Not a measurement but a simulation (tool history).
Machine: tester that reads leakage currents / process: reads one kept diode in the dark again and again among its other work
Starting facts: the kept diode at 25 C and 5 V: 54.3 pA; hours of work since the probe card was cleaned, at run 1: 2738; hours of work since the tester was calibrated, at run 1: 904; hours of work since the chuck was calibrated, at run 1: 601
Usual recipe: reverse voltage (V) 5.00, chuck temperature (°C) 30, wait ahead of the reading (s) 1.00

| run | hour | reverse voltage (V) | chuck temperature (°C) | wait ahead of the reading (s) | hours of work since the probe card was cleaned | hours of work since the tester was calibrated | hours of work since the chuck was calibrated | current that the tester gives (pA) |
|---|---|---|---|---|---|---|---|---|
| 1 | 0.0 | 5.00 | 30 | 1.00 | 2738 | 904 | 601 | 88.77 |
| 2 | 146.0 | 5.00 | 30 | 0.31 | 2848 | 1013 | 711 | 92.49 |
| 3 | 233.2 | 5.00 | 30 | 0.31 | 2913 | 1079 | 776 | 92.11 |
| 4 | 390.5 | 5.00 | 30 | 1.00 | 3031 | 1196 | 894 | 88.92 |
| 5 | 545.6 | 5.00 | 41 | 1.00 | 3147 | 1313 | 1010 | 204.08 |
| 6 | 648.4 | 5.00 | 41 | 1.00 | 3224 | 1390 | 1087 | 205.24 |
| 7 | 807.8 | 5.00 | 30 | 1.00 | 3344 | 1509 | 1207 | 88.83 |
| 8 | 925.1 | 5.00 | 30 | 1.00 | 3432 | 1597 | 1295 | 89.42 |
|  | 1034.5 | probe card cleaned and baked |
|  | 1059.6 | chuck's temperature calibrated |
| 9 | 1107.8 | 5.00 | 30 | 1.00 | 53 | 1730 | 36 | 85.91 |
| 10 | 1235.7 | 5.00 | 30 | 1.00 | 149 | 1826 | 132 | 85.97 |
| 11 | 1377.4 | 5.00 | 35 | 1.00 | 256 | 1932 | 238 | 128.35 |
| 12 | 1498.7 | 5.00 | 35 | 1.00 | 346 | 2023 | 329 | 128.37 |
| 13 | 1594.5 | 5.00 | 35 | 1.00 | 418 | 2095 | 401 | 127.99 |
| 14 | 1673.5 | 5.00 | 35 | 1.00 | 477 | 2154 | 460 | 127.89 |
| 15 | 1785.5 | 5.00 | 35 | 1.00 | 561 | 2238 | 544 | 128.56 |
| 16 | 1918.2 | 5.00 | 30 | 1.00 | 661 | 2338 | 644 | 85.46 |
| 17 | 2013.9 | 5.00 | 30 | 1.00 | 733 | 2409 | 715 | 85.25 |
| 18 | 2136.2 | 5.00 | 30 | 1.00 | 824 | 2501 | 807 | 85.56 |
| 19 | 2222.9 | 3.25 | 31 | 0.41 | 889 | 2566 | 872 | 81.37 |
| 20 | 2390.9 | 3.25 | 31 | 0.41 | 1015 | 2692 | 998 | 81.22 |
| 21 | 2523.1 | 12.87 | 37 | 6.66 | 1114 | 2791 | 1097 | 201.18 |
| 22 | 2597.6 | 16.17 | 30 | 1.00 | 1170 | 2847 | 1153 | 131.08 |
| 23 | 2722.9 | 11.25 | 27 | 2.65 | 1264 | 2941 | 1247 | 88.69 |
| 24 | 2848.7 | 7.76 | 37 | 5.48 | 1358 | 3035 | 1341 | 169.44 |
|  | 2921.5 | chuck's temperature calibrated |
| 25 | 3023.2 | 5.00 | 20 | 1.00 | 1488 | 3165 | 76 | 40.33 |
| 26 | 3160.2 | 3.58 | 20 | 4.83 | 1590 | 3267 | 179 | 34.28 |
| 27 | 3244.4 | 5.00 | 22 | 3.11 | 1653 | 3330 | 242 | 45.93 |
| 28 | 3423.5 | 5.00 | 22 | 3.11 | 1788 | 3465 | 376 | 46.24 |
| 29 | 3541.6 | 2.92 | 23 | 0.56 | 1876 | 3553 | 465 | 42.55 |
| 30 | 3618.5 | 2.92 | 23 | 0.56 | 1934 | 3611 | 522 | 42.16 |
| 31 | 3692.7 | 2.92 | 24 | 0.58 | 1989 | 3666 | 578 | 45.78 |
| 32 | 3838.0 | 1.78 | 21 | 7.25 | 2098 | 3775 | 687 | 28.91 |
| 33 | 3940.5 | 1.78 | 21 | 7.25 | 2175 | 3852 | 764 | 28.93 |

Some steps in current that the tester gives (pA) between neighbouring runs. How much of each would the tool show without its hidden state too (settings, what came in, random variation), and how much is left for the hidden state, with any gauge scatter that isn't in both results?
Unlogged tool condition in this case: stray current of the dirty probe card, pA a volt; current scale over the true one, %; true chuck temperature over the reading, C; drift of the gauge itself on leakage_pa, %.
Run 6 -> 7: chuck temperature (°C) 41 -> 30. current that the tester gives (pA) -116.41: hidden state +4.31, all else -120.72.
Run 20 -> 21: reverse voltage (V) 3.25 -> 12.87, chuck temperature (°C) 31 -> 37, wait ahead of the reading (s) 0.41 -> 6.66. current that the tester gives (pA) +119.96: hidden state +1.68, all else +118.28.
Run 23 -> 24: reverse voltage (V) 11.25 -> 7.76, chuck temperature (°C) 27 -> 37, wait ahead of the reading (s) 2.65 -> 5.48. current that the tester gives (pA) +80.75: hidden state -5.12, all else +85.87.
Run 24 -> 25: reverse voltage (V) 7.76 -> 5.00, chuck temperature (°C) 37 -> 20, wait ahead of the reading (s) 5.48 -> 1.00, chuck's temperature calibrated. current that the tester gives (pA) -129.11: hidden state +4.98, all else -134.09.
